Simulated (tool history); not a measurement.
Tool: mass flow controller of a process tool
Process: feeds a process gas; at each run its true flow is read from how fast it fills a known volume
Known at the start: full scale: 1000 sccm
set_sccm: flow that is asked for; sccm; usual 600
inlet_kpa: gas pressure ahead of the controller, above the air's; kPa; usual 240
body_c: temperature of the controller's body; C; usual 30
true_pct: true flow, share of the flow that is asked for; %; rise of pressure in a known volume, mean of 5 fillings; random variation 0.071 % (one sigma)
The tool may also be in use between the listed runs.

{"run": 1, "day": 0.0, "set_sccm": 600, "inlet_kpa": 240, "body_c": 30, "true_pct": 100.6}
{"run": 2, "day": 4.608, "set_sccm": 600, "inlet_kpa": 240, "body_c": 30, "true_pct": 100.71}
{"run": 3, "day": 9.958, "set_sccm": 600, "inlet_kpa": 240, "body_c": 30, "true_pct": 100.66}
{"run": 4, "day": 13.733, "set_sccm": 134, "inlet_kpa": 240, "body_c": 30, "true_pct": 102.51}
{"run": 5, "day": 19.029, "set_sccm": 134, "inlet_kpa": 240, "body_c": 30, "true_pct": 102.71}
{"run": 6, "day": 22.492, "set_sccm": 134, "inlet_kpa": 240, "body_c": 30, "true_pct": 102.96}
{"run": 7, "day": 28.912, "set_sccm": 134, "inlet_kpa": 240, "body_c": 30, "true_pct": 103.03}
{"run": 8, "day": 34.667, "set_sccm": 600, "inlet_kpa": 240, "body_c": 30, "true_pct": 100.8}
{"run": 9, "day": 38.958, "set_sccm": 600, "inlet_kpa": 240, "body_c": 30, "true_pct": 100.89}
{"day": 39.271, "done": "controller's zero set anew"}
{"run": 10, "day": 43.7, "set_sccm": 600, "inlet_kpa": 240, "body_c": 30, "true_pct": 101.47}
{"run": 11, "day": 49.467, "set_sccm": 600, "inlet_kpa": 240, "body_c": 30, "true_pct": 101.37}
{"run": 12, "day": 54.021, "set_sccm": 600, "inlet_kpa": 240, "body_c": 30, "true_pct": 101.5}
{"day": 55.892, "done": "controller's zero set anew, once more"}
{"run": 13, "day": 57.346, "set_sccm": 151, "inlet_kpa": 154, "body_c": 37, "true_pct": 100.43}
{"run": 14, "day": 63.896, "set_sccm": 348, "inlet_kpa": 175, "body_c": 32, "true_pct": 100.29}
{"run": 15, "day": 67.471, "set_sccm": 348, "inlet_kpa": 175, "body_c": 32, "true_pct": 100.46}
{"run": 16, "day": 71.0, "set_sccm": 711, "inlet_kpa": 273, "body_c": 32, "true_pct": 100.63}
{"run": 17, "day": 73.821, "set_sccm": 600, "inlet_kpa": 236, "body_c": 30, "true_pct": 100.58}
{"run": 18, "day": 79.279, "set_sccm": 178, "inlet_kpa": 236, "body_c": 31, "true_pct": 100.86}
{"run": 19, "day": 83.908, "set_sccm": 467, "inlet_kpa": 167, "body_c": 22, "true_pct": 100.21}
{"run": 20, "day": 89.679, "set_sccm": 150, "inlet_kpa": 232, "body_c": 22, "true_pct": 101.11}
{"run": 21, "day": 93.338, "set_sccm": 843, "inlet_kpa": 232, "body_c": 32, "true_pct": 100.68}
{"run": 22, "day": 97.529, "set_sccm": 334, "inlet_kpa": 197, "body_c": 38, "true_pct": 100.99}

Forecast each of these 5 alternatives for the next run:
{"run": "A", "day": 101.088, "set_sccm": 334, "inlet_kpa": 204, "body_c": 38, "true_pct": "?"}
{"run": "B", "day": 101.088, "set_sccm": 334, "inlet_kpa": 197, "body_c": 37, "true_pct": "?"}
{"run": "C", "day": 101.088, "set_sccm": 600, "inlet_kpa": 257, "body_c": 30, "true_pct": "?"}
{"run": "D", "day": 101.088, "set_sccm": 182, "inlet_kpa": 228, "body_c": 38, "true_pct": "?"}
{"run": "E", "day": 101.088, "set_sccm": 600, "inlet_kpa": 240, "body_c": 31, "true_pct": "?"}

run=A true_pct=101.17
run=B true_pct=100.95
run=C true_pct=100.72
run=D true_pct=101.69
run=E true_pct=100.64
Without the tool's hidden state the same runs would have given:
run=A true_pct=100.25
run=B true_pct=100.02
run=C true_pct=100.09
run=D true_pct=100.21
run=E true_pct=100.01

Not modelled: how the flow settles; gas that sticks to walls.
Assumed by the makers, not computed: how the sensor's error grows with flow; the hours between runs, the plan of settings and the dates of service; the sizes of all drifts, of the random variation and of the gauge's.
